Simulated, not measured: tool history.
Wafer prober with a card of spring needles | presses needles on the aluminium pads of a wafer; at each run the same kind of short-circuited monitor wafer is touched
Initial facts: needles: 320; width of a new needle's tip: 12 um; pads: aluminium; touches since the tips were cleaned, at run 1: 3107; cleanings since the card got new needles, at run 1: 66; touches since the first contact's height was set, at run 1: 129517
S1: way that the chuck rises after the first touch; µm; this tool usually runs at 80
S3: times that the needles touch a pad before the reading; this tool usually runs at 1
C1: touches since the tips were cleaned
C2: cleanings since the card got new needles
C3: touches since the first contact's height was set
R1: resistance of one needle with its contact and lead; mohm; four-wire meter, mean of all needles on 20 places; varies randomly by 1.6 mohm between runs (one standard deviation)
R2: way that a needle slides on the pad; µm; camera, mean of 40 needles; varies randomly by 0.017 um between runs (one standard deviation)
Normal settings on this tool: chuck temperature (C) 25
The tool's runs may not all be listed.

Run 1, hour 0.0: usual settings; C1 3107; C2 66; C3 129517. Result: R1 228 mohm, R2 17.63 µm.
At hour 10.2: tips cleaned on abrasive film.
Run 2, hour 17.9: usual settings but S3 2; C1 3956; C2 67; C3 138681. Result: R1 197 mohm, R2 17.63 µm.
At hour 27.0: tips cleaned on abrasive film.
At hour 42.4: tips cleaned on abrasive film.
Run 3, hour 47.3: usual settings but S3 2; C1 2525; C2 69; C3 153661. Result: R1 186 mohm, R2 17.59 µm.
At hour 57.1: tips cleaned on abrasive film.
At hour 72.2: tips cleaned on abrasive film.
Run 4, hour 73.4: usual settings but chuck temperature (C) 27; C1 612; C2 71; C3 166946. Result: R1 180 mohm, R2 17.54 µm.
At hour 87.7: tips cleaned on abrasive film.
Run 5, hour 90.9: usual settings but S1 67 µm; C1 1639; C2 72; C3 175880. Result: R1 226 mohm, R2 14.66 µm.
At hour 103.8: tips cleaned on abrasive film.
Run 6, hour 105.6: usual settings; C1 952; C2 73; C3 183390. Result: R1 186 mohm, R2 17.55 µm.
At hour 119.4: tips cleaned on abrasive film.
Run 7, hour 133.3: usual settings but S1 95 µm; C1 7148; C2 74; C3 197539. Result: R1 231 mohm, R2 20.87 µm.
At hour 135.6: tips cleaned on abrasive film.
Run 8, hour 146.2: usual settings; C1 5411; C2 75; C3 204113. Result: R1 242 mohm, R2 17.53 µm.
At hour 152.6: tips cleaned on abrasive film.
At hour 152.9: height of the first contact set anew.
Run 9, hour 165.3: usual settings but chuck temperature (C) 33; C1 6374; C2 76; C3 6374. Result: R1 246 mohm, R2 17.72 µm.
At hour 168.5: tips cleaned on abrasive film.
At hour 184.2: tips cleaned on abrasive film.
Run 10, hour 195.1: usual settings but chuck temperature (C) 33; C1 5597; C2 78; C3 21558. Result: R1 244 mohm, R2 17.71 µm.
At hour 200.1: tips cleaned on abrasive film.
Run 11, hour 210.3: usual settings but chuck temperature (C) 33; C1 5232; C2 79; C3 29336. Result: R1 241 mohm, R2 17.72 µm.
At hour 216.5: tips cleaned on abrasive film.
Run 12, hour 225.4: usual settings but chuck temperature (C) 30; C1 4592; C2 80; C3 37054. Result: R1 234 mohm, R2 17.68 µm.
At hour 232.9: tips cleaned on abrasive film.
Run 13, hour 246.2: usual settings; C1 6806; C2 81; C3 47653. Result: R1 252 mohm, R2 17.69 µm.
At hour 248.0: tips cleaned on abrasive film.
Run 14, hour 261.4: usual settings but S3 3; C1 6895; C2 82; C3 55428. Result: R1 191 mohm, R2 17.69 µm.
At hour 263.5: tips cleaned on abrasive film.
Run 15, hour 274.5: usual settings but S3 3; C1 5682; C2 83; C3 62119. Result: R1 189 mohm, R2 17.66 µm.
At hour 279.4: tips cleaned on abrasive film.
At hour 296.1: tips cleaned on abrasive film.
Run 16, hour 301.6: usual settings but S3 3; C1 2840; C2 85; C3 75902. Result: R1 175 mohm, R2 17.65 µm.
At hour 312.3: tips cleaned on abrasive film.
Run 17, hour 324.6: usual settings but S1 73 µm, chuck temperature (C) 47, S3 3; C1 6312; C2 86; C3 87658. Result: R1 198 mohm, R2 16.11 µm.
At hour 327.7: tips cleaned on abrasive film.
At hour 343.4: tips cleaned on abrasive film.
Run 18, hour 356.0: usual settings but S1 73 µm, chuck temperature (C) 47, S3 3; C1 6507; C2 88; C3 103707. Result: R1 197 mohm, R2 16.07 µm.
At hour 358.7: tips cleaned on abrasive film.
At hour 374.6: tips cleaned on abrasive film.
Run 19, hour 381.8: usual settings but chuck temperature (C) 66, S3 3; C1 3692; C2 90; C3 116813. Result: R1 187 mohm, R2 17.63 µm.
At hour 391.0: tips cleaned on abrasive film.
Run 20, hour 399.8: usual settings but S1 93 µm, chuck temperature (C) 99, S3 2; C1 4543; C2 91; C3 126043. Result: R1 207 mohm, R2 20.52 µm.
At hour 407.2: tips cleaned on abrasive film.
At hour 423.8: tips cleaned on abrasive film.
Run 21, hour 429.0: usual settings but S1 93 µm, chuck temperature (C) 99, S3 2; C1 2665; C2 93; C3 140903. Result: R1 198 mohm, R2 20.48 µm.
At hour 438.8: tips cleaned on abrasive film.
Run 22, hour 448.0: usual settings but S1 93 µm, chuck temperature (C) 99, S3 2; C1 4742; C2 94; C3 150635. Result: R1 208 mohm, R2 20.48 µm.
At hour 454.0: tips cleaned on abrasive film.
Run 23, hour 465.1: usual settings but S1 93 µm, chuck temperature (C) 99, S3 2; C1 5686; C2 95; C3 159347. Result: R1 208 mohm, R2 20.45 µm.
At hour 469.3: tips cleaned on abrasive film.
At hour 485.1: tips cleaned on abrasive film.
Run 24, hour 491.6: usual settings but S1 72 µm, chuck temperature (C) 55; C1 3344; C2 97; C3 172842. Result: R1 249 mohm, R2 15.77 µm.
At hour 502.3: tips cleaned on abrasive film.
Run 25, hour 510.5: usual settings but S1 65 µm, chuck temperature (C) 27, S3 3; C1 4194; C2 98; C3 182515. Result: R1 197 mohm, R2 14.19 µm.
At hour 518.7: tips cleaned on abrasive film.
Run 26, hour 531.6: usual settings but S1 89 µm, chuck temperature (C) 116; C1 6622; C2 99; C3 193303. Result: R1 247 mohm, R2 19.52 µm.
At hour 534.5: tips cleaned on abrasive film.
Run 27, hour 545.5: usual settings but S1 83 µm, S3 2; C1 5614; C2 100; C3 200365. Result: R1 210 mohm, R2 18.18 µm.
At hour 551.7: tips cleaned on abrasive film.
At hour 559.3: height of the first contact set anew.
Run 28, hour 560.0: usual settings but S1 83 µm, S3 2; C1 4137; C2 101; C3 357. Result: R1 202 mohm, R2 18.43 µm.
At hour 567.4: tips cleaned on abrasive film.
Run 29, hour 574.1: usual settings but S1 83 µm, S3 2; C1 3449; C2 102; C3 7526. Result: R1 194 mohm, R2 18.41 µm.
At hour 582.2: tips cleaned on abrasive film.
At hour 599.3: tips cleaned on abrasive film.
Run 30, hour 603.5: usual settings but S1 63 µm; C1 2160; C2 104; C3 22542. Result: R1 236 mohm, R2 13.96 µm.
At hour 614.5: tips cleaned on abrasive film.
Run 31, hour 625.8: usual settings but S1 75 µm, S3 3; C1 5780; C2 105; C3 33914. Result: R1 192 mohm, R2 16.60 µm.

For each run, the measured value with the value that run would have given without the tool's hidden condition subtracted. The run-to-run variation is shared by both, the gauge scatter possibly not:
The tool's hidden condition here consists of: debris on the tips, nm; way that the needles fall short of the set height, um; tips' diameter, um; drift of the gauge itself on contact_mohm, %; drift of the gauge itself on scrub_um, %.
run    R1     R2
  1   +75  -0.14
  2   +46  -0.15
  3   +35  -0.17
  4   +29  -0.19
  5   +70  -0.20
  6   +35  -0.20
  7   +79  -0.21
  8   +93  -0.22
  9   +92  +0.00
 10   +90  -0.02
 11   +87  -0.03
 12   +83  -0.04
 13  +101  -0.05
 14   +37  -0.06
 15   +35  -0.07
 16   +23  -0.10
 17   +40  -0.11
 18   +40  -0.12
 19   +28  -0.14
 20   +37  -0.15
 21   +31  -0.17
 22   +39  -0.18
 23   +43  -0.19
 24   +90  -0.21
 25   +44  -0.22
 26   +76  -0.22
 27   +56  -0.23
 28   +50  +0.00
 29   +43  -0.01
 30   +83  -0.02
 31   +41  -0.03
